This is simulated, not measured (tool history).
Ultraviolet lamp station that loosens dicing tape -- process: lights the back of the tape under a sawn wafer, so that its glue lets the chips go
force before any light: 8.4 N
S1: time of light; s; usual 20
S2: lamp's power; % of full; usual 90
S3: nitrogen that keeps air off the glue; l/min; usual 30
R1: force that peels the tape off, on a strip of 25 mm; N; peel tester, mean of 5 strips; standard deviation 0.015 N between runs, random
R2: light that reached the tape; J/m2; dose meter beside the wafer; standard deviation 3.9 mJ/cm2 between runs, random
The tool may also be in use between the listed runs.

run 1 hour=0.0 | S1=20 S2=90 S3=30 | R1=1.247 R2=5060
run 2 hour=9.8 | S1=20 S2=90 S3=44 | R1=1.081 R2=5060
run 3 hour=24.5 | S1=20 S2=80 S3=44 | R1=1.347 R2=4440
run 4 hour=33.7 | S1=20 S2=90 S3=30 | R1=1.234 R2=5010
run 5 hour=52.8 | S1=20 S2=90 S3=30 | R1=1.331 R2=4970
run 6 hour=71.0 | S1=11 S2=90 S3=30 | R1=2.995 R2=2680
run 7 hour=88.9 | S1=11 S2=90 S3=13 | R1=3.700 R2=2680
run 8 hour=100.3 | S1=11 S2=90 S3=36 | R1=2.897 R2=2680
run 9 hour=111.7 | S1=11 S2=90 S3=36 | R1=3.024 R2=2630
run 10 hour=129.8 | S1=20 S2=90 S3=16 | R1=1.896 R2=4770
run 11 hour=139.7 | S1=20 S2=90 S3=19 | R1=1.697 R2=4730
run 12 hour=152.4 | S1=20 S2=90 S3=30 | R1=1.419 R2=4710
run 13 hour=162.3 | S1=20 S2=90 S3=30 | R1=1.452 R2=4650
run 14 hour=172.3 | S1=20 S2=90 S3=59 | R1=1.156 R2=4620
run 15 hour=189.2 | S1=20 S2=90 S3=30 | R1=1.503 R2=4550
run 16 hour=203.3 | S1=20 S2=78 S3=30 | R1=1.873 R2=3950
run 17 hour=219.2 | S1=20 S2=78 S3=30 | R1=1.880 R2=3930
-- hour=221.1 window cleaned of glue's vapour
run 18 hour=238.5 | S1=20 S2=90 S3=30 | R1=1.555 R2=4360
run 19 hour=258.2 | S1=20 S2=90 S3=30 | R1=1.597 R2=4340
-- hour=265.7 window cleaned of glue's vapour, once more
run 20 hour=272.8 | S1=20 S2=90 S3=30 | R1=1.308 R2=4930
run 21 hour=289.8 | S1=20 S2=90 S3=13 | R1=1.912 R2=4800
run 22 hour=303.0 | S1=20 S2=67 S3=30 | R1=2.127 R2=3580
run 23 hour=318.9 | S1=20 S2=67 S3=30 | R1=2.202 R2=3590
-- hour=324.0 lamp changed
run 24 hour=329.5 | S1=20 S2=67 S3=30 | R1=1.374 R2=4860
run 25 hour=347.7 | S1=20 S2=67 S3=30 | R1=1.417 R2=4810
run 26 hour=360.2 | S1=21 S2=67 S3=38 | R1=1.165 R2=5030
run 27 hour=375.3 | S1=26 S2=90 S3=30 | R1=0.389 R2=8300
run 28 hour=390.0 | S1=26 S2=90 S3=30 | R1=0.405 R2=8210
run 29 hour=409.5 | S1=12 S2=91 S3=17 | R1=2.445 R2=3830
run 30 hour=417.9 | S1=35 S2=96 S3=28 | R1=0.160 R2=11680
run 31 hour=431.5 | S1=27 S2=96 S3=28 | R1=0.337 R2=8860
run 32 hour=445.5 | S1=27 S2=96 S3=28 | R1=0.350 R2=8900
run 33 hour=453.6 | S1=27 S2=96 S3=28 | R1=0.356 R2=8850
run 34 hour=464.1 | S1=33 S2=99 S3=15 | R1=0.303 R2=11220
run 35 hour=476.3 | S1=33 S2=99 S3=15 | R1=0.309 R2=11100
run 36 hour=485.6 | S1=33 S2=91 S3=28 | R1=0.239 R2=10040
run 37 hour=494.6 | S1=16 S2=79 S3=47 | R1=1.386 R2=4220
run 38 hour=502.6 | S1=38 S2=85 S3=47 | R1=0.132 R2=10880
run 39 hour=517.0 | S1=26 S2=83 S3=12 | R1=1.038 R2=7130
run 40 hour=532.8 | S1=34 S2=98 S3=9 | R1=0.489 R2=11060
run 41 hour=542.8 | S1=22 S2=63 S3=25 | R1=1.498 R2=4580
run 42 hour=560.1 | S1=10 S2=80 S3=25 | R1=3.205 R2=2640
run 43 hour=577.8 | S1=10 S2=80 S3=25 | R1=3.262 R2=2580
run 44 hour=596.2 | S1=21 S2=94 S3=37 | R1=0.729 R2=6280

Results for each run, recomputed without the tool's hidden state and with each run's random variation untouched:
Unlogged tool condition in this case: lamp's light, % of a new lamp's; light that the window lets through, % of a clean one's; drift of the gauge itself on peel_n, %; drift of the gauge itself on dose_mj_cm2, %.
run=1 R1=0.706 R2=6640
run=2 R1=0.582 R2=6680
run=3 R1=0.754 R2=5890
run=4 R1=0.678 R2=6680
run=5 R1=0.716 R2=6690
run=6 R1=2.078 R2=3660
run=7 R1=2.748 R2=3680
run=8 R1=1.945 R2=3700
run=9 R1=2.018 R2=3650
run=10 R1=1.042 R2=6700
run=11 R1=0.904 R2=6670
run=12 R1=0.693 R2=6680
run=13 R1=0.700 R2=6640
run=14 R1=0.502 R2=6640
run=15 R1=0.708 R2=6620
run=16 R1=0.954 R2=5780
run=17 R1=0.946 R2=5790
run=18 R1=0.678 R2=6620
run=19 R1=0.679 R2=6670
run=20 R1=0.694 R2=6690
run=21 R1=1.134 R2=6590
run=22 R1=1.279 R2=4940
run=23 R1=1.311 R2=4990
run=24 R1=1.323 R2=4960
run=25 R1=1.344 R2=4960
run=26 R1=1.086 R2=5210
run=27 R1=0.345 R2=8650
run=28 R1=0.354 R2=8620
run=29 R1=2.271 R2=4060
run=30 R1=0.135 R2=12430
run=31 R1=0.275 R2=9490
run=32 R1=0.282 R2=9600
run=33 R1=0.282 R2=9590
run=34 R1=0.235 R2=12220
run=35 R1=0.237 R2=12150
run=36 R1=0.182 R2=11040
run=37 R1=1.156 R2=4660
run=38 R1=0.099 R2=12060
run=39 R1=0.822 R2=7960
run=40 R1=0.354 R2=12430
run=41 R1=1.217 R2=5170
run=42 R1=2.813 R2=3000
run=43 R1=2.839 R2=2970
run=44 R1=0.506 R2=7280
